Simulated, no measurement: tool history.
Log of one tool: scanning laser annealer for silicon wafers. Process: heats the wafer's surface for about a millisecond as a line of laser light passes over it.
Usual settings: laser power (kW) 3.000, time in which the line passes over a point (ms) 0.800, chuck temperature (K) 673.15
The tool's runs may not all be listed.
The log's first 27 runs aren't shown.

| run | day | laser power (kW) | time in which the line passes over a point (ms) | chuck temperature (K) | hours of work since the window was cleaned | hours of work since the power meter was calibrated | hours of work since the optics were aligned | highest temperature of the surface (K) |
|---|---|---|---|---|---|---|---|---|
| 28 | 31.258 | 3.000 | 0.671 | 642.15 | 182 | 737 | 1199 | 1347.15 |
| 29 | 32.604 | 3.000 | 0.671 | 642.15 | 202 | 757 | 1219 | 1347.15 |
| 30 | 33.396 | 3.000 | 0.671 | 642.15 | 214 | 769 | 1230 | 1351.15 |
| 31 | 34.275 | 3.000 | 0.603 | 701.15 | 227 | 782 | 1243 | 1369.15 |
| 32 | 34.983 | 2.797 | 0.753 | 674.15 | 237 | 793 | 1254 | 1354.15 |
| 33 | 36.100 | 2.797 | 0.753 | 674.15 | 254 | 809 | 1271 | 1354.15 |
| 34 | 37.092 | 2.797 | 0.753 | 674.15 | 269 | 824 | 1285 | 1353.15 |
| 35 | 37.862 | 2.797 | 0.753 | 674.15 | 280 | 836 | 1297 | 1357.15 |
| 36 | 39.192 | 2.797 | 0.753 | 674.15 | 300 | 855 | 1317 | 1354.15 |
| 37 | 40.783 | 2.776 | 0.753 | 646.15 | 324 | 879 | 1340 | 1322.15 |
| 38 | 41.758 | 2.611 | 0.800 | 704.15 | 338 | 894 | 1355 | 1343.15 |
| 39 | 43.442 | 3.000 | 0.915 | 673.15 | 363 | 919 | 1380 | 1497.15 |
| 40 | 44.762 | 3.000 | 0.915 | 673.15 | 383 | 938 | 1399 | 1501.15 |
| 41 | 46.338 | 2.719 | 0.867 | 679.15 | 406 | 962 | 1423 | 1382.15 |

Forecast each of these 3 alternatives for the next run:
| A | 47.475 | 3.242 | 0.867 | 679.15 | 423 | 979 | 1440 | ? |
| B | 47.475 | 3.155 | 0.800 | 651.15 | 423 | 979 | 1440 | ? |
| C | 47.475 | 3.000 | 0.800 | 708.15 | 423 | 979 | 1440 | ? |

| run | highest temperature of the surface (K) |
|---|---|
| A | 1568.15 |
| B | 1476.15 |
| C | 1478.15 |
Without the tool's hidden state the same runs would have given:
| run | highest temperature of the surface (K) |
|---|---|
| A | 1569.15 |
| B | 1477.15 |
| C | 1480.15 |
